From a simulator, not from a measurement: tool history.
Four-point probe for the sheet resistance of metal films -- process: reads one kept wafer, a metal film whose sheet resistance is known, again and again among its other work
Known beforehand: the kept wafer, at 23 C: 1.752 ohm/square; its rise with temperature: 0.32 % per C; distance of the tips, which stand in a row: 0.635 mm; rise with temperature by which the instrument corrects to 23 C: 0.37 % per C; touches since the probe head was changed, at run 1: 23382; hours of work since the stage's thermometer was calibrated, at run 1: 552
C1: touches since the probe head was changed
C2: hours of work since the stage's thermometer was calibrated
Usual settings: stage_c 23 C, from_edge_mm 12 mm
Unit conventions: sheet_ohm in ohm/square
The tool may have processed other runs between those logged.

{"run": 1, "hour": 0.0, "stage_c": 23, "from_edge_mm": 12, "C1": 23382, "C2": 552, "sheet_ohm": 1.757896}
{"run": 2, "hour": 22.6, "stage_c": 23, "from_edge_mm": 12, "C1": 24074, "C2": 568, "sheet_ohm": 1.758248}
{"run": 3, "hour": 49.6, "stage_c": 23, "from_edge_mm": 12, "C1": 24902, "C2": 588, "sheet_ohm": 1.757174}
{"run": 4, "hour": 76.6, "stage_c": 23, "from_edge_mm": 12, "C1": 25729, "C2": 608, "sheet_ohm": 1.758318}
{"run": 5, "hour": 90.4, "stage_c": 23, "from_edge_mm": 12, "C1": 26153, "C2": 618, "sheet_ohm": 1.758369}
{"run": 6, "hour": 117.4, "stage_c": 23, "from_edge_mm": 54, "C1": 26980, "C2": 638, "sheet_ohm": 1.755875}
{"run": 7, "hour": 141.0, "stage_c": 23, "from_edge_mm": 12, "C1": 27704, "C2": 656, "sheet_ohm": 1.758619}

What does the tool deliver on the next run?
{"run": 8, "hour": 154.2, "stage_c": 27, "from_edge_mm": 36, "C1": 28108, "C2": 665, "sheet_ohm": "?"}

sheet_ohm: 1.753547 ohm/square
With no hidden state in the tool, this same run would have given sheet_ohm 1.749589 ohm/square.
